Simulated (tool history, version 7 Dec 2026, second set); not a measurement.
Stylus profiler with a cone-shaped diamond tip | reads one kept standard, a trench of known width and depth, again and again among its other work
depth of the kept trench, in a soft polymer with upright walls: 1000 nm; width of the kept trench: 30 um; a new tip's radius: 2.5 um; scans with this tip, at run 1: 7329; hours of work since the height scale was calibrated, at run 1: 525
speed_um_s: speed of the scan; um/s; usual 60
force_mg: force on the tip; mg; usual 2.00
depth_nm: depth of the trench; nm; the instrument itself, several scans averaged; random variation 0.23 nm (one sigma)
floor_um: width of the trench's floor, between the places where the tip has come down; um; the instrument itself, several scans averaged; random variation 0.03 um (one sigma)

| run | hour | speed_um_s | force_mg | scans with this tip | hours of work since the height scale was calibrated | depth_nm | floor_um |
|---|---|---|---|---|---|---|---|
| 1 | 0.0 | 60 | 2.00 | 7329 | 525 | 1006.89 | 23.02 |
| 2 | 20.0 | 199 | 2.00 | 7479 | 535 | 1006.84 | 22.50 |
| 3 | 42.4 | 199 | 2.00 | 7645 | 547 | 1006.83 | 22.45 |
| 4 | 53.5 | 199 | 2.00 | 7728 | 553 | 1007.19 | 22.39 |
| 5 | 68.1 | 199 | 2.00 | 7837 | 561 | 1006.78 | 22.35 |
| 6 | 84.5 | 199 | 2.00 | 7959 | 570 | 1006.89 | 22.27 |
| 7 | 100.6 | 60 | 2.00 | 8080 | 578 | 1007.10 | 22.81 |
| 8 | 118.7 | 82 | 2.00 | 8214 | 588 | 1006.70 | 22.66 |
| 9 | 138.6 | 82 | 4.73 | 8362 | 599 | 1014.34 | 22.72 |
| 10 | 160.8 | 60 | 2.00 | 8528 | 611 | 1006.35 | 22.63 |
| 11 | 177.5 | 138 | 2.00 | 8653 | 619 | 1006.54 | 22.36 |
| 12 | 187.4 | 138 | 2.00 | 8726 | 625 | 1006.38 | 22.35 |
| 13 | 201.6 | 60 | 2.39 | 8832 | 632 | 1007.58 | 22.65 |
| 14 | 218.3 | 60 | 2.00 | 8957 | 641 | 1006.25 | 22.50 |
| 15 | 230.9 | 60 | 2.00 | 9051 | 648 | 1006.28 | 22.54 |
| 16 | 240.1 | 60 | 2.00 | 9119 | 653 | 1006.51 | 22.53 |
| 17 | 249.4 | 104 | 2.00 | 9189 | 658 | 1006.48 | 22.30 |
| 18 | 262.2 | 86 | 2.00 | 9284 | 665 | 1006.53 | 22.34 |
| 19 | 280.6 | 86 | 2.00 | 9422 | 674 | 1006.52 | 22.31 |
| 20 | 297.3 | 86 | 2.00 | 9545 | 683 | 1006.42 | 22.28 |
| 21 | 317.3 | 94 | 2.00 | 9695 | 694 | 1006.16 | 22.19 |
| 22 | 339.0 | 60 | 4.76 | 9857 | 706 | 1013.44 | 22.39 |
| 23 | 358.5 | 60 | 4.76 | 10002 | 716 | 1013.31 | 22.33 |
| 24 | 368.0 | 60 | 4.76 | 10073 | 721 | 1013.25 | 22.33 |
| 25 | 378.8 | 49 | 2.03 | 10153 | 727 | 1005.80 | 22.27 |
| 26 | 396.8 | 19 | 1.44 | 10288 | 736 | 1004.04 | 22.33 |
| 27 | 411.2 | 58 | 3.15 | 10395 | 744 | 1009.77 | 22.16 |
|  | 426.4 | new tip fitted, height scale calibrated |
| 28 | 426.4 | 21 | 5.46 | 0 | 0 | 1018.93 | 26.03 |
| 29 | 446.0 | 42 | 2.44 | 145 | 10 | 1011.03 | 25.88 |
| 30 | 461.3 | 16 | 1.18 | 260 | 19 | 1006.29 | 25.89 |
| 31 | 477.0 | 16 | 1.03 | 377 | 27 | 1006.14 | 25.77 |
| 32 | 492.7 | 102 | 2.00 | 494 | 35 | 1009.82 | 25.50 |
| 33 | 512.5 | 102 | 2.00 | 642 | 46 | 1009.57 | 25.33 |
| 34 | 529.7 | 102 | 2.00 | 770 | 55 | 1009.24 | 25.37 |
| 35 | 543.9 | 102 | 2.00 | 876 | 63 | 1009.39 | 25.27 |
| 36 | 558.7 | 102 | 2.00 | 986 | 71 | 1009.38 | 25.23 |
| 37 | 580.5 | 18 | 1.45 | 1148 | 82 | 1006.97 | 25.40 |
| 38 | 598.6 | 18 | 1.45 | 1283 | 92 | 1007.10 | 25.36 |
| 39 | 609.0 | 18 | 1.45 | 1361 | 97 | 1008.11 | 25.33 |
| 40 | 631.1 | 60 | 1.09 | 1525 | 109 | 1006.06 | 25.06 |
| 41 | 652.9 | 60 | 1.09 | 1688 | 121 | 1006.21 | 25.03 |
| 42 | 674.9 | 22 | 0.78 | 1852 | 133 | 1004.64 | 25.03 |
| 43 | 686.2 | 22 | 0.78 | 1936 | 139 | 1004.53 | 25.00 |
| 44 | 696.4 | 28 | 5.05 | 2012 | 144 | 1017.61 | 25.07 |
| 45 | 716.3 | 18 | 3.64 | 2161 | 155 | 1013.80 | 25.03 |

Some steps in depth_nm between neighbouring runs. How much of each would the tool show without its hidden state too (settings, what came in, random variation), and how much is left for the hidden state, with any gauge scatter that isn't in both results?
The hidden state here: radius of the tip, um; height scale over the true one, %; drift of the gauge itself on depth_nm, %; drift of the gauge itself on floor_um, %.
Run 8 -> 9: force_mg 2.00 -> 4.73. depth_nm +7.64 nm: hidden state -0.08, all else +7.72.
Run 9 -> 10: speed_um_s 82 -> 60, force_mg 4.73 -> 2.00. depth_nm -7.99 nm: hidden state -0.03, all else -7.96.
Run 21 -> 22: speed_um_s 94 -> 60, force_mg 2.00 -> 4.76. depth_nm +7.28 nm: hidden state -0.09, all else +7.37.
Run 27 -> 28: speed_um_s 58 -> 21, force_mg 3.15 -> 5.46, new tip fitted, height scale calibrated. depth_nm +9.16 nm: hidden state +3.88, all else +5.28.
Run 43 -> 44: speed_um_s 22 -> 28, force_mg 0.78 -> 5.05. depth_nm +13.08 nm: hidden state -0.04, all else +13.12.

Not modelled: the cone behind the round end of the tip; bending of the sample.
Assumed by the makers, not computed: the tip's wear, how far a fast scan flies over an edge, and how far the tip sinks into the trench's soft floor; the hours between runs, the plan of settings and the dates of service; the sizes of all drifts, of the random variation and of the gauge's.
